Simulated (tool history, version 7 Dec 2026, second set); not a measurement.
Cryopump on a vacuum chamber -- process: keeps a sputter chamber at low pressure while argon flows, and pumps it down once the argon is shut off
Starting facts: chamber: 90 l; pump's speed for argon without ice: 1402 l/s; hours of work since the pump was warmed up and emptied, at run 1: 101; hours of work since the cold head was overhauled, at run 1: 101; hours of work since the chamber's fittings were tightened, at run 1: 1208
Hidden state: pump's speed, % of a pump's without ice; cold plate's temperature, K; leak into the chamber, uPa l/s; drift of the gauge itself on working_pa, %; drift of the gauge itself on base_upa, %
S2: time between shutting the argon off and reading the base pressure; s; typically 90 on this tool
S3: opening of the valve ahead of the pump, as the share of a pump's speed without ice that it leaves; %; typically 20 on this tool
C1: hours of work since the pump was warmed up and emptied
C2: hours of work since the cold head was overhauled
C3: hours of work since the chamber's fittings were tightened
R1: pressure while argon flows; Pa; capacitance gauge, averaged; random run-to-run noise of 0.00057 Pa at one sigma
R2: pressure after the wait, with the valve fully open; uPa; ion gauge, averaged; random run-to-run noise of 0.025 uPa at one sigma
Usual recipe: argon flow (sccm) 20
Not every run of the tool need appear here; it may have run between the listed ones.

{"run": 1, "hour": 0.0, "argon flow (sccm)": 20, "S2": 90, "S3": 20, "C1": 101, "C2": 101, "C3": 1208, "R1": 0.122, "R2": 1.74}
{"run": 2, "hour": 8.9, "argon flow (sccm)": 20, "S2": 90, "S3": 20, "C1": 106, "C2": 106, "C3": 1213, "R1": 0.122, "R2": 1.67}
{"run": 3, "hour": 22.7, "argon flow (sccm)": 20, "S2": 90, "S3": 50, "C1": 115, "C2": 115, "C3": 1222, "R1": 0.0484, "R2": 1.78}
{"run": 4, "hour": 33.2, "argon flow (sccm)": 20, "S2": 90, "S3": 50, "C1": 122, "C2": 122, "C3": 1229, "R1": 0.049, "R2": 1.75}
{"run": 5, "hour": 41.6, "argon flow (sccm)": 20, "S2": 90, "S3": 20, "C1": 128, "C2": 128, "C3": 1234, "R1": 0.122, "R2": 1.8}
{"run": 6, "hour": 53.9, "argon flow (sccm)": 20, "S2": 90, "S3": 20, "C1": 136, "C2": 136, "C3": 1242, "R1": 0.1213, "R2": 1.71}
{"run": 7, "hour": 70.1, "argon flow (sccm)": 20, "S2": 90, "S3": 20, "C1": 146, "C2": 146, "C3": 1253, "R1": 0.1221, "R2": 1.77}
{"run": 8, "hour": 80.2, "argon flow (sccm)": 34, "S2": 90, "S3": 20, "C1": 153, "C2": 153, "C3": 1260, "R1": 0.2071, "R2": 1.78}
{"run": 9, "hour": 88.4, "argon flow (sccm)": 34, "S2": 93, "S3": 20, "C1": 158, "C2": 158, "C3": 1265, "R1": 0.2067, "R2": 1.78}
{"run": 10, "hour": 96.5, "argon flow (sccm)": 20, "S2": 277, "S3": 20, "C1": 163, "C2": 163, "C3": 1270, "R1": 0.1229, "R2": 1.31}
{"run": 11, "hour": 112.9, "argon flow (sccm)": 28, "S2": 277, "S3": 20, "C1": 174, "C2": 174, "C3": 1281, "R1": 0.1709, "R2": 1.25}
{"run": 12, "hour": 122.7, "argon flow (sccm)": 28, "S2": 277, "S3": 20, "C1": 180, "C2": 180, "C3": 1287, "R1": 0.1715, "R2": 1.35}
{"run": 13, "hour": 134.9, "argon flow (sccm)": 8, "S2": 58, "S3": 16, "C1": 188, "C2": 188, "C3": 1295, "R1": 0.0611, "R2": 2.28}
{"run": 14, "hour": 144.7, "argon flow (sccm)": 31, "S2": 172, "S3": 16, "C1": 194, "C2": 194, "C3": 1301, "R1": 0.2362, "R2": 1.46}
{"run": 15, "hour": 159.7, "argon flow (sccm)": 20, "S2": 90, "S3": 32, "C1": 204, "C2": 204, "C3": 1311, "R1": 0.0764, "R2": 1.9}
{"run": 16, "hour": 170.2, "argon flow (sccm)": 21, "S2": 94, "S3": 17, "C1": 211, "C2": 211, "C3": 1318, "R1": 0.1512, "R2": 1.77}
{"run": 17, "hour": 182.8, "argon flow (sccm)": 21, "S2": 94, "S3": 17, "C1": 219, "C2": 219, "C3": 1326, "R1": 0.1512, "R2": 1.88}
{"run": 18, "hour": 198.3, "argon flow (sccm)": 21, "S2": 94, "S3": 17, "C1": 229, "C2": 229, "C3": 1336, "R1": 0.15, "R2": 1.9}
{"run": 19, "hour": 215.6, "argon flow (sccm)": 20, "S2": 31, "S3": 20, "C1": 240, "C2": 240, "C3": 1347, "R1": 0.122, "R2": 3.21}
{"run": 20, "hour": 230.6, "argon flow (sccm)": 25, "S2": 30, "S3": 18, "C1": 250, "C2": 250, "C3": 1357, "R1": 0.1705, "R2": 3.45}
{"run": 21, "hour": 247.2, "argon flow (sccm)": 16, "S2": 30, "S3": 18, "C1": 261, "C2": 261, "C3": 1368, "R1": 0.1089, "R2": 3.37}
{"run": 22, "hour": 262.6, "argon flow (sccm)": 20, "S2": 25, "S3": 22, "C1": 271, "C2": 271, "C3": 1378, "R1": 0.1116, "R2": 3.8}
{"run": 23, "hour": 276.2, "argon flow (sccm)": 20, "S2": 25, "S3": 22, "C1": 280, "C2": 280, "C3": 1387, "R1": 0.111, "R2": 3.84}
{"run": 24, "hour": 287.6, "argon flow (sccm)": 9, "S2": 25, "S3": 22, "C1": 287, "C2": 287, "C3": 1394, "R1": 0.0498, "R2": 3.79}

Alternative continuations, all from the tool just after run 24; predict every row:
{"run": "A", "hour": 303.9, "argon flow (sccm)": 30, "S2": 51, "S3": 21, "C1": 298, "C2": 298, "C3": 1405, "R1": "?", "R2": "?"}
{"run": "B", "hour": 303.9, "argon flow (sccm)": 9, "S2": 25, "S3": 25, "C1": 298, "C2": 298, "C3": 1405, "R1": "?", "R2": "?"}
{"run": "C", "hour": 303.9, "argon flow (sccm)": 11, "S2": 25, "S3": 28, "C1": 298, "C2": 298, "C3": 1405, "R1": "?", "R2": "?"}

run=A R1=0.175 R2=2.44
run=B R1=0.0445 R2=3.91
run=C R1=0.0491 R2=4.02
With the hidden condition removed and each run's random variation left untouched, the same runs would have given:
run=A R1=0.1718 R2=1.47
run=B R1=0.0435 R2=2.93
run=C R1=0.0478 R2=3.01
